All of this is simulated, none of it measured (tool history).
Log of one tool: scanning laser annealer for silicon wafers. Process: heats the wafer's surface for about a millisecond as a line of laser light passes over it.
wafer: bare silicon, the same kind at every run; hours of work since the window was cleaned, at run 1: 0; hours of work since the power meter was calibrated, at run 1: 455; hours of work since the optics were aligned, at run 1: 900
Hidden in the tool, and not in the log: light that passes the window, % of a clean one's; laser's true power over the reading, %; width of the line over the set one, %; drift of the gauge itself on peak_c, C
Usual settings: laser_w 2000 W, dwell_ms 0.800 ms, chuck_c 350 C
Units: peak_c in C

run	day	laser_w	dwell_ms	chuck_c	hours of work since the window was cleaned	hours of work since the power meter was calibrated	hours of work since the optics were aligned	peak_c
1	0.000	2000	0.800	350	0	455	900	1192
2	0.467	2000	0.800	350	9	464	909	1194
3	1.004	2000	0.800	356	19	474	919	1197
4	1.854	2000	0.800	356	35	490	935	1197
5	2.450	2000	0.800	356	46	501	946	1193
6	3.258	2000	0.800	356	61	516	962	1190
7	3.992	2000	0.800	356	75	530	975	1190
8	5.000	2000	0.800	334	94	549	994	1166
9	5.596	2000	0.800	357	105	560	1005	1190
10	6.508	2000	0.800	357	122	577	1023	1187
11	6.967	2000	0.800	357	131	586	1031	1184
12	7.796	2000	0.800	350	146	602	1047	1177
13	8.279	2000	0.800	350	155	611	1056	1173
14	9.304	2000	0.800	346	175	630	1075	1169
15	10.338	2000	0.647	350	194	649	1094	1081
16	10.975	2000	0.647	350	206	661	1106	1079
17	11.829	2000	0.647	350	222	677	1122	1078
18	12.842	2000	0.647	350	241	696	1142	1078
19	13.529	2104	0.647	361	254	709	1154	1125
20	14.200	2003	0.746	314	267	722	1167	1096
21	15.171	2004	0.675	389	285	740	1185	1125
22	15.983	1939	0.800	350	300	755	1201	1129
23	16.542	2187	0.648	389	311	766	1211	1183
24	17.146	1995	0.772	316	322	777	1222	1100
# day 17.317: window over the wafer cleaned
25	17.692	1974	0.800	350	7	786	1231	1190
26	18.271	1974	0.649	359	18	797	1242	1108

The next listed run, before its measurement:
27	19.142	2000	0.732	385	34	813	1258	?

Run 27 gave peak_c 1192 C.
Without the tool's hidden state the same run would have given peak_c 1196 C.
